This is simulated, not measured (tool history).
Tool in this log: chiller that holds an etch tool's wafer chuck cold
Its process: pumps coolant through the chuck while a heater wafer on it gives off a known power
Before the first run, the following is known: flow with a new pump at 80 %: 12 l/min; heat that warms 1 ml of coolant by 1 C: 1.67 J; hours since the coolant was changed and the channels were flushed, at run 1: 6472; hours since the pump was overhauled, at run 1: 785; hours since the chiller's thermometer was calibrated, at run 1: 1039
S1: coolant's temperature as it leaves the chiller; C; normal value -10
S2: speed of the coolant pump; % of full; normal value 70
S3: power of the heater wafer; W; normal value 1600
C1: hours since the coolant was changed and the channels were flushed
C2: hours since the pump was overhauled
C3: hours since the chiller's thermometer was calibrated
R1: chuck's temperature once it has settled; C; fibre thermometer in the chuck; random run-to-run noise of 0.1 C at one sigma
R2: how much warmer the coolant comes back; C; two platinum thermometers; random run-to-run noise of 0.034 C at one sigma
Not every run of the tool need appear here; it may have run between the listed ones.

run	hour	S1	S2	S3	C1	C2	C3	R1	R2
1	0.0	-10	70	1600	6472	785	1039	3.7	5.55
2	34.9	-10	70	1600	6507	820	1074	3.8	5.63
3	61.1	-10	70	1600	6533	846	1100	3.7	5.64
4	115.0	-10	70	1600	6587	900	1154	3.7	5.67
5	164.9	-10	70	1600	6637	950	1204	3.6	5.66
6	210.0	-11	70	1600	6682	995	1249	2.7	5.68
7	235.1	-11	70	1600	6707	1020	1274	2.9	5.66
8	278.7	-11	70	1600	6750	1064	1317	2.9	5.70
9	314.5	-10	70	1600	6786	1100	1353	3.7	5.68
10	361.6	-10	70	1600	6833	1147	1400	3.9	5.72
11	403.6	-10	70	1600	6875	1189	1442	4.0	5.68
12	446.4	-10	70	1600	6918	1232	1485	3.9	5.68
13	485.9	-10	79	1600	6958	1271	1525	2.7	5.04
14	516.2	-10	79	1600	6988	1301	1555	2.7	5.07
15	570.1	-10	79	1600	7042	1355	1609	2.7	5.08
16	602.6	-14	71	1600	7074	1388	1641	-0.1	5.70
17	647.8	-10	84	835	7119	1433	1686	-3.8	2.56
18	693.0	-10	84	835	7165	1478	1732	-3.5	2.58
19	728.8	-10	66	1310	7200	1514	1767	1.8	5.15
20	752.2	-10	66	1310	7224	1537	1791	1.6	5.20
21	779.3	-10	66	1310	7251	1564	1818	1.8	5.17
22	804.2	-10	66	1310	7276	1589	1843	1.8	5.17
23	843.3	-10	63	1619	7315	1628	1882	5.1	6.68
24	887.9	-9	70	1600	7360	1673	1927	4.9	5.91
25	929.2	-19	92	828	7401	1714	1968	-12.9	2.45
26	975.6	-19	92	1769	7447	1761	2014	-6.2	4.84
27	1002.0	-19	92	1769	7474	1787	2041	-6.2	4.87
28	1038.3	-19	92	1769	7510	1823	2077	-6.3	4.88
29	1069.8	-10	74	1600	7541	1855	2108	3.4	5.61

4 ways to go on from here, each from the tool as it stands after run 29. What would each give?
A	1120.5	-10	74	1948	7592	1906	2159	?	?
B	1120.5	-4	74	2054	7592	1906	2159	?	?
C	1120.5	-16	73	1600	7592	1906	2159	?	?
D	1120.5	-18	73	2222	7592	1906	2159	?	?

run	R1	R2
A	6.2	6.81
B	13.0	7.15
C	-2.4	5.70
D	0.8	7.73
The same runs, with their run-to-run variation unchanged, on a tool lacking any hidden condition would have given:
run	R1	R2
A	6.2	6.40
B	12.9	6.74
C	-2.5	5.29
D	0.8	7.32
